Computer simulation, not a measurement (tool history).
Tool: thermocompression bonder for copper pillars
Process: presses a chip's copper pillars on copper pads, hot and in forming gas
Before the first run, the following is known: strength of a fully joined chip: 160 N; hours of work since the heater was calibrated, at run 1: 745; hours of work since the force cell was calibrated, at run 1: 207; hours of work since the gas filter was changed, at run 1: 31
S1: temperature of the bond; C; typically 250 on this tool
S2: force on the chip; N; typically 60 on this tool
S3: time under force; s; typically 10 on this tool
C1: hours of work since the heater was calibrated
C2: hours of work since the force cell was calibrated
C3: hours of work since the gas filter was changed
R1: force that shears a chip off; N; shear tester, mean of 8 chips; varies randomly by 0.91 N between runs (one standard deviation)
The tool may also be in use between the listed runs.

Run 1, hour 0.0: usual settings; C1 745; C2 207; C3 31. Result: R1 111.5 N.
Run 2, hour 18.3: usual settings but S1 236 C; C1 757; C2 219; C3 43. Result: R1 95.0 N.
Run 3, hour 32.1: usual settings but S1 236 C; C1 767; C2 228; C3 52. Result: R1 93.5 N.
Run 4, hour 51.3: usual settings but S2 36 N; C1 779; C2 241; C3 65. Result: R1 87.8 N.
Run 5, hour 68.0: usual settings but S1 224 C; C1 791; C2 252; C3 76. Result: R1 78.5 N.
Run 6, hour 88.9: usual settings; C1 805; C2 266; C3 90. Result: R1 111.1 N.
Run 7, hour 101.2: usual settings but S1 245 C, S2 43 N, S3 11 s; C1 813; C2 274; C3 98. Result: R1 93.4 N.

Run 8, settings as shown, results not yet in. Your forecast:
At hour 106.7: forming gas filter changed.
Run 8, hour 112.1: usual settings but S2 53 N; C1 820; C2 281; C3 4. Result: R1 ?.

R1: 106.4 N
If the tool had no hidden condition, the same run with the same run-to-run variation would have returned R1 106.6 N.

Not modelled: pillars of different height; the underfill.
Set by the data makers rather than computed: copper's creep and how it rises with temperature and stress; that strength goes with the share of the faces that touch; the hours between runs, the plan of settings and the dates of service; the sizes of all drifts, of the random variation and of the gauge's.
